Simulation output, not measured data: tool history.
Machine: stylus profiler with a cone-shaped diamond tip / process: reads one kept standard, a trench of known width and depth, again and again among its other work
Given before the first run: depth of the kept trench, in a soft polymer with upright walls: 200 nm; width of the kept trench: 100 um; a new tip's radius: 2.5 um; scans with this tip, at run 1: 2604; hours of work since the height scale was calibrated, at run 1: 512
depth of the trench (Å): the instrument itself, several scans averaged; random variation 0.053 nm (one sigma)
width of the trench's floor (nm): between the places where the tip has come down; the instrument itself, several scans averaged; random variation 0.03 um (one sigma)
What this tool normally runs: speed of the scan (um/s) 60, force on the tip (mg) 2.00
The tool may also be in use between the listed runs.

run,hour,speed of the scan (um/s),force on the tip (mg),scans with this tip,hours of work since the height scale was calibrated,depth of the trench (Å),width of the trench's floor (nm)
1,0.0,60,2.00,2604,512,2027.8,97610
2,112.6,60,2.00,2899,570,2028.3,97660
3,189.7,60,2.00,3101,610,2027.3,97660
4,309.8,60,2.47,3416,672,2032.5,97670
5,407.1,60,2.47,3671,722,2032.3,97690
6,489.8,60,2.00,3888,764,2027.5,97680
7,561.1,60,2.00,4074,801,2027.4,97650
8,674.7,35,2.00,4372,860,2026.5,97850
9,788.0,35,2.00,4669,918,2028.0,97780
10,875.0,35,2.00,4897,963,2028.5,97810
11,1004.4,35,2.00,5236,1030,2028.0,97840
12,1094.7,60,2.00,5472,1076,2027.4,97640
13,1185.8,60,2.00,5711,1123,2027.7,97630
14,1296.0,60,2.00,6000,1180,2027.8,97630
15,1351.9,60,5.24,6146,1209,2052.4,97790
16,1411.8,60,5.24,6303,1239,2052.8,97810
17,1509.1,60,5.24,6558,1290,2053.1,97790
18,1631.9,60,1.90,6880,1353,2027.5,97650
19,1725.3,17,1.90,7125,1401,2026.1,97910
20,1819.2,17,1.90,7371,1449,2026.5,97880
21,1923.5,17,1.90,7644,1503,2027.3,97990
22,2019.7,60,2.29,7896,1553,2029.6,97700
23,2143.1,60,2.29,8219,1616,2030.3,97690
24,2223.8,213,1.23,8431,1658,2020.3,96280
25,2282.8,233,3.68,8585,1688,2041.9,96960
26,2394.8,163,2.22,8879,1746,2029.5,97090
27,2515.5,53,1.57,9195,1808,2023.3,97670
# hour 2623.9: height scale calibrated on a step standard
28,2639.5,42,0.81,9518,8,2015.4,97610
29,2695.6,42,0.81,9665,37,2014.2,97580
30,2825.5,42,0.81,10006,104,2015.5,97620
31,2952.9,25,3.10,10340,169,2036.8,97880
# hour 2987.3: new tip fitted, height scale calibrated
32,3042.5,25,3.10,144,28,2036.2,97900
33,3105.7,56,3.37,310,61,2038.6,97760
34,3204.9,56,3.37,570,112,2037.7,97770
35,3341.5,56,3.37,927,182,2039.3,97790
36,3440.9,106,4.28,1188,234,2045.8,97580
37,3564.9,106,4.28,1513,298,2045.5,97590
38,3637.3,16,0.68,1702,335,2014.8,97880
39,3769.0,16,0.68,2048,403,2013.5,97840
40,3850.7,185,1.15,2262,445,2018.9,96580
41,3929.0,185,1.15,2467,485,2018.6,96470

What if the next run were any one of these 3? Each begins from the tool's condition after run 41:
A,4064.0,172,2.00,2820,555,?,?
B,4064.0,127,0.74,2820,555,?,?
C,4064.0,32,5.49,2820,555,?,?

run,depth of the trench (Å),width of the trench's floor (nm)
A,2027.2,96940
B,2015.0,96760
C,2053.7,97880
Without the tool's hidden state the same runs would have given:
run,depth of the trench (Å),width of the trench's floor (nm)
A,2027.1,96950
B,2014.8,96770
C,2053.5,97890
